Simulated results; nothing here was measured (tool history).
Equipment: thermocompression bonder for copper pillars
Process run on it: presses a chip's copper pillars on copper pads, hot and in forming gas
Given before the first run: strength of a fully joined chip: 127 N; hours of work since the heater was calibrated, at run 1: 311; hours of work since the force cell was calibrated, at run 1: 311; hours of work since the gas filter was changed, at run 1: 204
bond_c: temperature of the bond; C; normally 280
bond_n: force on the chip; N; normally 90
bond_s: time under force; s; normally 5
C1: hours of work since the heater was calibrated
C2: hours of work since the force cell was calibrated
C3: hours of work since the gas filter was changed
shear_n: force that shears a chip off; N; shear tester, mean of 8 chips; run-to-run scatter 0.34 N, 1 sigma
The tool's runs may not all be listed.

Run 1, hour 0: usual settings; C1 311; C2 311; C3 204. Result: shear_n 54.7 N.
Run 2, hour 20: usual settings; C1 322; C2 322; C3 215. Result: shear_n 54.4 N.
Run 3, hour 35.1: usual settings; C1 331; C2 331; C3 224. Result: shear_n 54.2 N.
Run 4, hour 46.5: usual settings; C1 338; C2 338; C3 231. Result: shear_n 54.3 N.
Run 5, hour 55.7: usual settings but bond_n 93 N; C1 343; C2 343; C3 236. Result: shear_n 55.9 N.
Run 6, hour 67.6: usual settings; C1 350; C2 350; C3 243. Result: shear_n 54.2 N.
Run 7, hour 77.6: usual settings; C1 356; C2 356; C3 249. Result: shear_n 54.2 N.
Run 8, hour 91.1: usual settings; C1 364; C2 364; C3 257. Result: shear_n 53.8 N.
Run 9, hour 102.5: usual settings; C1 371; C2 371; C3 264. Result: shear_n 53.8 N.
Run 10, hour 112.6: usual settings but bond_c 258 C; C1 377; C2 377; C3 270. Result: shear_n 39.7 N.
Run 11, hour 121.6: usual settings; C1 382; C2 382; C3 275. Result: shear_n 53.5 N.
Run 12, hour 135: usual settings; C1 390; C2 390; C3 283. Result: shear_n 54.1 N.
Run 13, hour 151.2: usual settings but bond_c 295 C; C1 400; C2 400; C3 293. Result: shear_n 63.8 N.
Run 14, hour 159.6: usual settings but bond_c 295 C; C1 405; C2 405; C3 297. Result: shear_n 63.5 N.
Run 15, hour 179.3: usual settings but bond_c 295 C; C1 416; C2 416; C3 309. Result: shear_n 63.6 N.
Run 16, hour 197: usual settings but bond_c 293 C, bond_n 72 N, bond_s 3 s; C1 427; C2 427; C3 319. Result: shear_n 44.9 N.
Run 17, hour 216.8: usual settings but bond_n 62 N, bond_s 14 s; C1 438; C2 438; C3 331. Result: shear_n 59.2 N.
Run 18, hour 228.6: usual settings but bond_c 260 C, bond_n 128 N, bond_s 14 s; C1 445; C2 445; C3 338. Result: shear_n 73.3 N.
Run 19, hour 241.4: usual settings but bond_c 302 C, bond_n 122 N, bond_s 4 s; C1 453; C2 453; C3 346. Result: shear_n 75.3 N.
Run 20, hour 256.5: usual settings but bond_c 302 C, bond_n 122 N, bond_s 4 s; C1 462; C2 462; C3 355. Result: shear_n 75.1 N.
Run 21, hour 274.7: usual settings but bond_c 302 C, bond_n 122 N, bond_s 4 s; C1 472; C2 472; C3 365. Result: shear_n 74.7 N.
Run 22, hour 286.1: usual settings but bond_c 302 C, bond_n 87 N, bond_s 4 s; C1 479; C2 479; C3 372. Result: shear_n 60.2 N.
Run 23, hour 305.2: usual settings but bond_c 302 C, bond_n 87 N, bond_s 4 s; C1 490; C2 490; C3 383. Result: shear_n 61 N.
At hour 310.3: forming gas filter changed.
Run 24, hour 319.6: usual settings but bond_c 302 C, bond_n 87 N, bond_s 4 s; C1 498; C2 498; C3 6. Result: shear_n 68.3 N.
Run 25, hour 333.9: usual settings but bond_c 279 C, bond_n 55 N, bond_s 4 s; C1 507; C2 507; C3 14. Result: shear_n 37 N.
Run 26, hour 353.7: usual settings but bond_c 279 C, bond_n 55 N, bond_s 4 s; C1 519; C2 519; C3 26. Result: shear_n 36.9 N.

Some steps in shear_n, run to run, broken into two amounts with sign: the step expected even without the hidden condition (settings, incoming material, random variation), and the rest, left for the hidden condition together with whatever gauge scatter is not in both the measured and the hidden-condition-free result:
The tool's hidden condition here consists of: true temperature of the bond over the reading, C; force that reaches the chip, % of what is set; oxide that the forming gas leaves, % of the face; drift of the gauge itself on shear_n, %.
Run 15 -> 16: bond_c 295 -> 293, bond_n 90 -> 72, bond_s 5 -> 3. shear_n -18.7 N: hidden state +1.3, all else -20.
Run 21 -> 22: bond_n 122 -> 87. shear_n -14.5 N: hidden state +1.5, all else -16.
Run 23 -> 24: forming gas filter changed. shear_n +7.3 N: hidden state +8, all else -0.7.
Run 24 -> 25: bond_c 302 -> 279, bond_n 87 -> 55. shear_n -31.3 N: hidden state -1.1, all else -30.2.
